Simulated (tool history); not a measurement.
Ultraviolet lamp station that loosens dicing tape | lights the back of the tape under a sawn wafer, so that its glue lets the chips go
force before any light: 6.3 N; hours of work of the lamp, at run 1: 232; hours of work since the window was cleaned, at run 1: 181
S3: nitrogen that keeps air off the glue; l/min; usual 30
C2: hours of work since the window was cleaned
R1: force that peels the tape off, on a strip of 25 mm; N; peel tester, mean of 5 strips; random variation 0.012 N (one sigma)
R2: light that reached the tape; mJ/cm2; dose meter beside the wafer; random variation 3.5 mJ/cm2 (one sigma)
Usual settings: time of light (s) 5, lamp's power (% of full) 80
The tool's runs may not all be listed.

Run 1, hour 0.0: usual settings; hours of work of the lamp 232; C2 181. Result: R1 0.785 N, R2 485 mJ/cm2.
Run 2, hour 12.8: usual settings; hours of work of the lamp 241; C2 190. Result: R1 0.745 N, R2 482 mJ/cm2.
Run 3, hour 21.5: usual settings but lamp's power (% of full) 83; hours of work of the lamp 247; C2 196. Result: R1 0.718 N, R2 499 mJ/cm2.
Run 4, hour 32.2: usual settings but lamp's power (% of full) 83; hours of work of the lamp 255; C2 204. Result: R1 0.743 N, R2 491 mJ/cm2.
Run 5, hour 40.4: usual settings but lamp's power (% of full) 83; hours of work of the lamp 261; C2 210. Result: R1 0.732 N, R2 488 mJ/cm2.
Run 6, hour 56.6: usual settings but time of light (s) 6, lamp's power (% of full) 83; hours of work of the lamp 273; C2 221. Result: R1 0.530 N, R2 591 mJ/cm2.
Run 7, hour 70.0: usual settings but time of light (s) 6, lamp's power (% of full) 83; hours of work of the lamp 282; C2 231. Result: R1 0.520 N, R2 577 mJ/cm2.
Run 8, hour 83.3: usual settings but time of light (s) 6, lamp's power (% of full) 83; hours of work of the lamp 292; C2 240. Result: R1 0.544 N, R2 574 mJ/cm2.
Run 9, hour 96.8: usual settings but time of light (s) 6, lamp's power (% of full) 83; hours of work of the lamp 301; C2 250. Result: R1 0.544 N, R2 575 mJ/cm2.
Run 10, hour 109.8: usual settings; hours of work of the lamp 311; C2 259. Result: R1 0.846 N, R2 462 mJ/cm2.
Run 11, hour 122.0: usual settings; hours of work of the lamp 319; C2 268. Result: R1 0.888 N, R2 456 mJ/cm2.
Run 12, hour 131.2: usual settings but time of light (s) 8; hours of work of the lamp 326; C2 275. Result: R1 0.334 N, R2 722 mJ/cm2.
Run 13, hour 142.6: usual settings but time of light (s) 8; hours of work of the lamp 334; C2 283. Result: R1 0.340 N, R2 712 mJ/cm2.
Run 14, hour 158.8: usual settings but time of light (s) 8; hours of work of the lamp 346; C2 295. Result: R1 0.360 N, R2 717 mJ/cm2.
Run 15, hour 168.0: usual settings; hours of work of the lamp 352; C2 301. Result: R1 0.932 N, R2 446 mJ/cm2.
Run 16, hour 175.0: usual settings; hours of work of the lamp 357; C2 306. Result: R1 0.918 N, R2 439 mJ/cm2.
Run 17, hour 191.2: usual settings; hours of work of the lamp 369; C2 318. Result: R1 0.911 N, R2 434 mJ/cm2.
Run 18, hour 203.0: usual settings; hours of work of the lamp 378; C2 326. Result: R1 0.902 N, R2 429 mJ/cm2.
Run 19, hour 210.0: usual settings; hours of work of the lamp 383; C2 331. Result: R1 0.976 N, R2 432 mJ/cm2.
Run 20, hour 219.8: usual settings; hours of work of the lamp 390; C2 338. Result: R1 0.948 N, R2 433 mJ/cm2.
At hour 221.4: window cleaned of glue's vapour.
Run 21, hour 228.1: usual settings; hours of work of the lamp 395; C2 5. Result: R1 0.965 N, R2 413 mJ/cm2.
Run 22, hour 239.4: usual settings but time of light (s) 7, lamp's power (% of full) 69, S3 40 l/min; hours of work of the lamp 403; C2 13. Result: R1 0.570 N, R2 501 mJ/cm2.
Run 23, hour 254.0: usual settings but time of light (s) 8; hours of work of the lamp 414; C2 23. Result: R1 0.430 N, R2 661 mJ/cm2.
Run 24, hour 269.8: usual settings but time of light (s) 8; hours of work of the lamp 425; C2 35. Result: R1 0.424 N, R2 654 mJ/cm2.
Run 25, hour 282.1: usual settings but time of light (s) 6, lamp's power (% of full) 100, S3 11 l/min; hours of work of the lamp 434; C2 43. Result: R1 1.086 N, R2 615 mJ/cm2.
Run 26, hour 291.5: usual settings but time of light (s) 2, S3 54 l/min; hours of work of the lamp 441; C2 50. Result: R1 2.499 N, R2 161 mJ/cm2.
At hour 297.3: window cleaned of glue's vapour, once more.
Run 27, hour 300.9: usual settings but time of light (s) 2, S3 54 l/min; hours of work of the lamp 447; C2 3. Result: R1 2.096 N, R2 195 mJ/cm2.
Run 28, hour 313.5: usual settings but time of light (s) 3, lamp's power (% of full) 90, S3 23 l/min; hours of work of the lamp 456; C2 12. Result: R1 1.612 N, R2 326 mJ/cm2.
Run 29, hour 324.2: usual settings but time of light (s) 3, lamp's power (% of full) 90, S3 23 l/min; hours of work of the lamp 464; C2 19. Result: R1 1.712 N, R2 331 mJ/cm2.
Run 30, hour 331.3: usual settings but time of light (s) 3, lamp's power (% of full) 90, S3 23 l/min; hours of work of the lamp 469; C2 24. Result: R1 1.703 N, R2 329 mJ/cm2.
Run 31, hour 341.0: usual settings but time of light (s) 7, lamp's power (% of full) 84; hours of work of the lamp 476; C2 31. Result: R1 0.368 N, R2 707 mJ/cm2.
Run 32, hour 353.2: usual settings but time of light (s) 7, lamp's power (% of full) 84; hours of work of the lamp 484; C2 40. Result: R1 0.361 N, R2 704 mJ/cm2.
Run 33, hour 367.7: usual settings but time of light (s) 4, lamp's power (% of full) 84; hours of work of the lamp 495; C2 50. Result: R1 1.069 N, R2 398 mJ/cm2.

Run 34 comes next. What will it give?
Run 34, hour 380.6: usual settings but time of light (s) 4, lamp's power (% of full) 84; hours of work of the lamp 504; C2 60. Result: R1 ?, R2 ?.

R1: 1.069 N
R2: 401 mJ/cm2
Without the tool's hidden state the same run would have given R1 0.766 N, R2 485 mJ/cm2.

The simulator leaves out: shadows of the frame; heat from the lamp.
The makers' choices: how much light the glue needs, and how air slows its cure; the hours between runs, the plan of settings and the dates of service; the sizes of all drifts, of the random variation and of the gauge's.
